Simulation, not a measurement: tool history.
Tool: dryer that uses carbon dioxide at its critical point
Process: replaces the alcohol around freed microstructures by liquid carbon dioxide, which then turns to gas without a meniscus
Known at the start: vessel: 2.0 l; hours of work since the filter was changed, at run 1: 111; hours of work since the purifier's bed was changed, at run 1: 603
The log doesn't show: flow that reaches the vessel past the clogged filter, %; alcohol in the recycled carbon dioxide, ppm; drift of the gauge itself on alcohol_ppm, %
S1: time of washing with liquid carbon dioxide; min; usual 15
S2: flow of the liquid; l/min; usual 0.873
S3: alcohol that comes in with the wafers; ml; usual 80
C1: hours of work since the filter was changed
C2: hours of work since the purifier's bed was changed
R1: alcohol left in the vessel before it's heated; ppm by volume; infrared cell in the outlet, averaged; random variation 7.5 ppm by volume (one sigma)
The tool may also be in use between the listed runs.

Run 1, hour 0: usual settings; C1 111; C2 603. Result: R1 539 ppm by volume.
Run 2, hour 32.9: usual settings; C1 123; C2 615. Result: R1 534 ppm by volume.
Run 3, hour 68.9: usual settings; C1 137; C2 628. Result: R1 537 ppm by volume.
Run 4, hour 121.3: usual settings; C1 156; C2 648. Result: R1 564 ppm by volume.
Run 5, hour 186.1: usual settings; C1 180; C2 672. Result: R1 584 ppm by volume.
Run 6, hour 231.3: usual settings; C1 197; C2 689. Result: R1 636 ppm by volume.
Run 7, hour 296.5: usual settings but S1 18 min, S2 0.725 l/min, S3 60 ml; C1 221; C2 713. Result: R1 511 ppm by volume.
Run 8, hour 356.9: usual settings but S1 18 min, S2 0.725 l/min, S3 60 ml; C1 244; C2 735. Result: R1 516 ppm by volume.
Run 9, hour 420.1: usual settings but S1 20 min, S2 0.983 l/min; C1 267; C2 759. Result: R1 155 ppm by volume.
Run 10, hour 475.4: usual settings but S1 20 min, S2 0.983 l/min; C1 288; C2 779. Result: R1 150 ppm by volume.

5 ways to go on from here, each from the tool as it stands after run 10. What would each give?
Run A, hour 507.9: usual settings but S1 23 min, S2 1.32 l/min, S3 29 ml; C1 300; C2 792. Result: R1 ?.
Run B, hour 507.9: usual settings but S1 13 min, S2 0.983 l/min, S3 79 ml; C1 300; C2 792. Result: R1 ?.
Run C, hour 507.9: usual settings but S1 10 min, S2 0.983 l/min, S3 23 ml; C1 300; C2 792. Result: R1 ?.
Run D, hour 507.9: usual settings but S1 22 min, S2 0.81 l/min, S3 55 ml; C1 300; C2 792. Result: R1 ?.
Run E, hour 507.9: usual settings but S1 19 min, S2 0.826 l/min, S3 43 ml; C1 300; C2 792. Result: R1 ?.

run   R1
  A   75
  B  810
  C  626
  D  176
  E  226
Without the tool's hidden state the same runs would have given:
run   R1
  A    5
  B  418
  C  357
  D   52
  E   81

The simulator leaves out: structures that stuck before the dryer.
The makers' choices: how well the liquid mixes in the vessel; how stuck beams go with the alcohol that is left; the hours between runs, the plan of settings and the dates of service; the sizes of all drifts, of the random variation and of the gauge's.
